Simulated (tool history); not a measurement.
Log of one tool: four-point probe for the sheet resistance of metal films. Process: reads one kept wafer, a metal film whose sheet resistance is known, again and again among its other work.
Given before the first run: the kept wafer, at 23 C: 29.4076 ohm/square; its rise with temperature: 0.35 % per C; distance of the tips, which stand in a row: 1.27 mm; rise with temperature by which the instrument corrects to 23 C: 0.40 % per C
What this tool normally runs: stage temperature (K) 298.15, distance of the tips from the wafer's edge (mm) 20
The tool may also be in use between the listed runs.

run	hour	stage temperature (K)	distance of the tips from the wafer's edge (mm)	sheet resistance as the instrument gives it (ohm/square)
1	0	298.15	20	29.370295
2	67.6	298.15	4	30.813143
3	161	298.15	10	29.547774
4	232.1	293.15	20	29.425118
5	329.2	293.15	20	29.420926
6	419.8	293.15	20	29.42686
7	492.6	293.15	20	29.417678
8	593.1	293.15	71	29.365199
9	681.4	293.15	71	29.352961
10	755.6	306.15	20	29.234235
11	838.1	306.15	20	29.227952
12	885	306.15	20	29.228916
13	981.1	295.15	20	29.375708
14	1050.7	295.15	20	29.370724
15	1120.8	298.15	52	29.263364
16	1201.6	298.15	52	29.275168
17	1296.3	298.15	52	29.262914
18	1352.5	298.15	10	29.51492
19	1399.6	298.15	20	29.31996
20	1458.2	298.15	20	29.337837
21	1557.3	294.15	29	29.360224
22	1626.2	294.15	29	29.344175
23	1670.6	294.15	29	29.341682
24	1743.4	294.15	29	29.338454
25	1818.5	294.15	29	29.346483
26	1918.9	294.15	24	29.347335
27	2008.6	298.15	43	29.264678
28	2054.2	297.15	7	29.77979
29	2136.9	296.15	9	29.591567
30	2201.9	294.15	71	29.302225
31	2258.7	295.15	56	29.294828
32	2326.2	291.15	20	29.401157
33	2408.5	291.15	20	29.403886
34	2452.9	291.15	20	29.399872
35	2506	291.15	20	29.400933
36	2556.4	304.15	14	29.279186
37	2601.2	295.15	20	29.341808
38	2658.3	299.15	33	29.238907
39	2700.1	304.15	14	29.271962
40	2759.3	308.15	8	29.482577

Not shown: 1 entry that the log had between the listed runs. Between which runs, and how does the tool's hidden state differ before and after?
After run 19, before run 20: stage's thermometer calibrated (hour 1458.2)
  inner tips' distance over the nominal, %: -0.32 -> -0.326; tips' flats over new ones', %: 44 -> 45; wafer's true temperature over the reading, C: -0.26 -> -0.05
  difference, measured minus the result without the unlogged condition, sheet resistance as the instrument gives it (ohm/square): -0.128455 -> -0.109052
